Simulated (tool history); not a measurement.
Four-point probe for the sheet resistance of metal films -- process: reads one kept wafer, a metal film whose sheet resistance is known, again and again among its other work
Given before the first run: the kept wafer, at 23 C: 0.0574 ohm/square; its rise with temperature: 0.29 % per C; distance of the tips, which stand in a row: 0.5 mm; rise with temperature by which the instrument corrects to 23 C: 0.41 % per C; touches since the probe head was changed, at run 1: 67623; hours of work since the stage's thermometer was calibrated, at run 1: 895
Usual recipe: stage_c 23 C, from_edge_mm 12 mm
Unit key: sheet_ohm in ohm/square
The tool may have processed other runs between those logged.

run	hour	stage_c	from_edge_mm	touches since the probe head was changed	hours of work since the stage's thermometer was calibrated	sheet_ohm
1	0.0	23	12	67623	895	0.056942
2	46.1	29	12	68971	919	0.056503
3	76.3	23	3	69852	935	0.057696
4	99.1	20	12	70519	948	0.057130
5	130.3	20	12	71430	964	0.057111
6	173.7	20	12	72699	987	0.057114
# hour 178.7: new probe head fitted
7	202.5	20	12	695	1002	0.057726
8	236.3	20	12	1684	1020	0.057719
9	266.2	20	12	2557	1036	0.057722

Run 10 is up next; what results do you expect?
10	289.4	20	12	3235	1048	?

Logged for run 10: sheet_ohm 0.057702 ohm/square.
Take away the tool's hidden state, keep the run-to-run variation as it was, and the same run would have given sheet_ohm 0.057672 ohm/square.
